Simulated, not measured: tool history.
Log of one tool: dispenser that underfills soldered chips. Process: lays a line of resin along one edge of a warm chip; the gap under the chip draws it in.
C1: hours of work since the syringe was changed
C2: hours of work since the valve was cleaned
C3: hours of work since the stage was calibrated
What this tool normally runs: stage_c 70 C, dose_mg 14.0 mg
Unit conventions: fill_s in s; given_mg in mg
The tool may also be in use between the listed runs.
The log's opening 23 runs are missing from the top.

At hour 105.5: new syringe of resin.
Run 24, hour 109.9: usual settings but stage_c 81 C, dose_mg 14.7 mg; C1 3; C2 31; C3 208. Result: fill_s 116.9 s, given_mg 14.29 mg.
Run 25, hour 115.7: usual settings but stage_c 81 C, dose_mg 14.7 mg; C1 7; C2 35; C3 213. Result: fill_s 153.3 s, given_mg 14.23 mg.
At hour 118.0: new syringe of resin.
Run 26, hour 120.0: usual settings but stage_c 81 C, dose_mg 14.7 mg; C1 1; C2 38; C3 216. Result: fill_s 104.4 s, given_mg 14.23 mg.
Run 27, hour 124.8: usual settings but stage_c 59 C, dose_mg 16.8 mg; C1 5; C2 42; C3 219. Result: fill_s 416.0 s, given_mg 16.21 mg.
Run 28, hour 129.9: usual settings but stage_c 77 C, dose_mg 15.4 mg; C1 9; C2 46; C3 223. Result: fill_s 206.5 s, given_mg 14.73 mg.
At hour 130.6: new syringe of resin.
Run 29, hour 136.0: usual settings but stage_c 57 C, dose_mg 14.8 mg; C1 4; C2 50; C3 227. Result: fill_s 434.6 s, given_mg 14.15 mg.
Run 30, hour 140.2: usual settings but stage_c 62 C, dose_mg 17.3 mg; C1 7; C2 53; C3 230. Result: fill_s 391.4 s, given_mg 16.51 mg.
At hour 143.1: new syringe of resin.
At hour 145.0: dispensing valve cleaned and set on the balance.
Run 31, hour 147.2: usual settings but dose_mg 17.8 mg; C1 2; C2 2; C3 234. Result: fill_s 186.6 s, given_mg 17.71 mg.
Run 32, hour 150.7: usual settings but stage_c 74 C, dose_mg 12.4 mg; C1 5; C2 4; C3 237. Result: fill_s 187.3 s, given_mg 12.38 mg.
Run 33, hour 156.0: usual settings but stage_c 76 C, dose_mg 14.6 mg; C1 9; C2 8; C3 241. Result: fill_s 208.1 s, given_mg 14.53 mg.
At hour 156.6: new syringe of resin.
Run 34, hour 160.6: usual settings but stage_c 61 C, dose_mg 12.6 mg; C1 3; C2 11; C3 244. Result: fill_s 321.6 s, given_mg 12.53 mg.
Run 35, hour 163.6: usual settings but stage_c 61 C, dose_mg 12.6 mg; C1 5; C2 13; C3 246. Result: fill_s 383.5 s, given_mg 12.52 mg.

Consider 5 possible next runs. They are alternatives, not a sequence: every one starts from the tool as it was left by run 35. What does each give?
At hour 169.2: new syringe of resin.
Run A, hour 170.2: usual settings but stage_c 71 C, dose_mg 13.6 mg; C1 1; C2 18; C3 251. Result: fill_s ?, given_mg ?.
At hour 169.2: new syringe of resin.
Run B, hour 170.2: usual settings but stage_c 61 C, dose_mg 18.1 mg; C1 1; C2 18; C3 251. Result: fill_s ?, given_mg ?.
At hour 169.2: new syringe of resin.
Run C, hour 170.2: usual settings but stage_c 84 C, dose_mg 17.3 mg; C1 1; C2 18; C3 251. Result: fill_s ?, given_mg ?.
At hour 169.2: new syringe of resin.
Run D, hour 170.2: usual settings but stage_c 63 C, dose_mg 16.6 mg; C1 1; C2 18; C3 251. Result: fill_s ?, given_mg ?.
At hour 169.2: new syringe of resin.
Run E, hour 170.2: usual settings but stage_c 78 C; C1 1; C2 18; C3 251. Result: fill_s ?, given_mg ?.

run  fill_s  given_mg
  A   165.9     13.41
  B   277.9     17.78
  C    83.3     17.02
  D   253.6     16.33
  E   115.9     13.84
Without the tool's unlogged condition, the same runs would have read:
run  fill_s  given_mg
  A   169.2     13.59
  B   285.0     18.03
  C    84.7     17.26
  D   259.8     16.56
  E   118.0     14.03
